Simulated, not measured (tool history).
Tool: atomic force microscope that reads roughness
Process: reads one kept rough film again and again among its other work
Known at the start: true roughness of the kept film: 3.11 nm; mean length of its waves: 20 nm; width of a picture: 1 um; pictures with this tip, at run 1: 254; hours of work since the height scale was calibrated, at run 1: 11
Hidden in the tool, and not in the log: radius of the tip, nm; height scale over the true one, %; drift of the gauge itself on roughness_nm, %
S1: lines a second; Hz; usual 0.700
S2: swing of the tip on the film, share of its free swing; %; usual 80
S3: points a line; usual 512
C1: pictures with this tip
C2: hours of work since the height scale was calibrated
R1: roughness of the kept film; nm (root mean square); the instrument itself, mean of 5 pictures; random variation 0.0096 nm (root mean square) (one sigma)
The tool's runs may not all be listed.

Run 1, hour 0.0: usual settings; C1 254; C2 11. Result: R1 1.832 nm (root mean square).
Run 2, hour 9.1: usual settings; C1 262; C2 17. Result: R1 1.851 nm (root mean square).
Run 3, hour 20.7: usual settings but S3 956; C1 273; C2 24. Result: R1 1.830 nm (root mean square).
Run 4, hour 33.0: usual settings but S3 956; C1 284; C2 31. Result: R1 1.816 nm (root mean square).
Run 5, hour 42.4: usual settings but S3 382; C1 293; C2 37. Result: R1 1.788 nm (root mean square).
Run 6, hour 48.3: usual settings but S2 84 %; C1 298; C2 40. Result: R1 1.773 nm (root mean square).
Run 7, hour 57.0: usual settings; C1 306; C2 45. Result: R1 1.783 nm (root mean square).
Run 8, hour 68.1: usual settings; C1 317; C2 52. Result: R1 1.784 nm (root mean square).
Run 9, hour 74.7: usual settings; C1 323; C2 56. Result: R1 1.781 nm (root mean square).
Run 10, hour 86.6: usual settings; C1 334; C2 63. Result: R1 1.763 nm (root mean square).
Run 11, hour 96.2: usual settings but S1 1.102 Hz; C1 342; C2 69. Result: R1 1.686 nm (root mean square).
Run 12, hour 107.4: usual settings; C1 353; C2 75. Result: R1 1.742 nm (root mean square).
Run 13, hour 120.4: usual settings; C1 365; C2 83. Result: R1 1.724 nm (root mean square).
Run 14, hour 130.8: usual settings; C1 374; C2 89. Result: R1 1.716 nm (root mean square).
At hour 135.3: new tip fitted.
Run 15, hour 139.6: usual settings but S3 450; C1 4; C2 94. Result: R1 2.166 nm (root mean square).
Run 16, hour 147.5: usual settings but S3 450; C1 11; C2 99. Result: R1 2.152 nm (root mean square).
Run 17, hour 157.2: usual settings but S3 450; C1 20; C2 105. Result: R1 2.148 nm (root mean square).
Run 18, hour 167.0: usual settings but S3 450; C1 29; C2 110. Result: R1 2.128 nm (root mean square).
Run 19, hour 173.1: usual settings but S3 450; C1 35; C2 114. Result: R1 2.132 nm (root mean square).
Run 20, hour 183.8: usual settings but S3 450; C1 44; C2 120. Result: R1 2.092 nm (root mean square).
At hour 185.9: height scale calibrated on a step standard.
Run 21, hour 190.2: usual settings but S2 61 %, S3 328; C1 49; C2 3. Result: R1 2.188 nm (root mean square).
Run 22, hour 202.7: usual settings but S2 70 %; C1 61; C2 10. Result: R1 2.136 nm (root mean square).
Run 23, hour 211.3: usual settings but S3 294; C1 69; C2 15. Result: R1 2.033 nm (root mean square).
Run 24, hour 218.5: usual settings but S1 1.242 Hz; C1 75; C2 19. Result: R1 1.954 nm (root mean square).
Run 25, hour 224.5: usual settings but S1 1.242 Hz; C1 81; C2 23. Result: R1 1.948 nm (root mean square).
Run 26, hour 230.3: usual settings but S1 1.242 Hz; C1 86; C2 26. Result: R1 1.946 nm (root mean square).
Run 27, hour 242.1: usual settings but S1 1.242 Hz; C1 97; C2 33. Result: R1 1.932 nm (root mean square).
Run 28, hour 253.7: usual settings but S1 3.162 Hz, S2 67 %, S3 899; C1 108; C2 40. Result: R1 1.881 nm (root mean square).
At hour 260.2: height scale calibrated on a step standard, once more.
Run 29, hour 261.7: usual settings but S1 0.806 Hz, S2 57 %, S3 386; C1 114; C2 1. Result: R1 2.104 nm (root mean square).
Run 30, hour 267.7: usual settings but S1 0.626 Hz, S2 68 %, S3 913; C1 120; C2 4. Result: R1 2.088 nm (root mean square).

Some steps in R1 between neighbouring runs. How much of each would the tool show without its hidden state too (settings, what came in, random variation), and how much is left for the hidden state, with any gauge scatter that isn't in both results?
Run 11 -> 12: S1 1.102 -> 0.700. R1 +0.056 nm (root mean square): hidden state -0.027, all else +0.083.
Run 14 -> 15: S3 512 -> 450, new tip fitted. R1 +0.450 nm (root mean square): hidden state +0.446, all else +0.004.
Run 22 -> 23: S2 70 -> 80, S3 512 -> 294. R1 -0.103 nm (root mean square): hidden state -0.005, all else -0.098.
Run 28 -> 29: S1 3.162 -> 0.806, S2 67 -> 57, S3 899 -> 386, height scale calibrated on a step standard, once more. R1 +0.223 nm (root mean square): hidden state -0.029, all else +0.252.

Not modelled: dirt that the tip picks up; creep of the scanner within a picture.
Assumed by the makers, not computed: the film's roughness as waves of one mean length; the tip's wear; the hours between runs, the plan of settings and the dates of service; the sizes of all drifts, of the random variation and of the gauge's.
